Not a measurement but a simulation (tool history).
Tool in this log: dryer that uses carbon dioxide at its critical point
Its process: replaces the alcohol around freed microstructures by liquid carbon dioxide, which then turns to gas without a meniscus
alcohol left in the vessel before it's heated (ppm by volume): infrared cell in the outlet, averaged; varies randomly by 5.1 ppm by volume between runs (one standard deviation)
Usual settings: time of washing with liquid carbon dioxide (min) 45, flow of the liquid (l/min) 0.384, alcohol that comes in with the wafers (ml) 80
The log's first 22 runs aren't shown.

run,hour,time of washing with liquid carbon dioxide (min),flow of the liquid (l/min),alcohol that comes in with the wafers (ml),hours of work since the filter was changed,hours of work since the purifier's bed was changed,alcohol left in the vessel before it's heated (ppm by volume)
23,818.3,64,0.384,80,104,97,22
24,843,64,0.384,80,123,116,23
25,899.1,64,0.384,80,167,160,13
26,936.1,45,0.384,103,196,189,163
# hour 945.6: inlet filter changed
27,980,45,0.384,103,27,222,126
28,1033,34,0.258,48,68,263,1037
29,1077.7,30,0.613,84,103,298,97
30,1110.5,31,0.306,42,128,324,774
31,1157.7,37,0.335,60,165,360,438
# hour 1204.8: inlet filter changed
32,1205.2,53,0.451,20,0,396,29
33,1239.3,35,0.442,40,27,423,107
34,1268.4,45,0.392,72,49,445,105
35,1311.5,45,0.554,80,83,479,44
36,1368.5,45,0.554,89,127,523,51
37,1405.4,45,0.615,89,156,552,43
38,1437.9,45,0.615,89,181,577,48
# hour 1462.6: inlet filter changed
39,1471.1,50,0.384,36,7,602,59
40,1500.4,45,0.528,53,29,625,50
41,1539.1,66,0.247,25,60,655,89
42,1590.4,61,0.364,72,99,695,65
43,1620.5,61,0.364,22,123,719,66
44,1651,61,0.364,22,146,742,60
45,1702.5,32,0.366,80,187,782,805
# hour 1721.1: inlet filter changed
46,1751.5,32,0.341,39,24,820,432

3 options for the next run, each taken on its own from the tool as it stands now. Forecast them:
A,1800.7,45,0.26,82,62,858,?
B,1800.7,32,0.384,67,62,858,?
C,1800.7,28,0.341,39,62,858,?

run,alcohol left in the vessel before it's heated (ppm by volume)
A,665
B,492
C,693
Had the tool no hidden state, the same runs would have come out as:
run,alcohol left in the vessel before it's heated (ppm by volume)
A,550
B,391
C,587
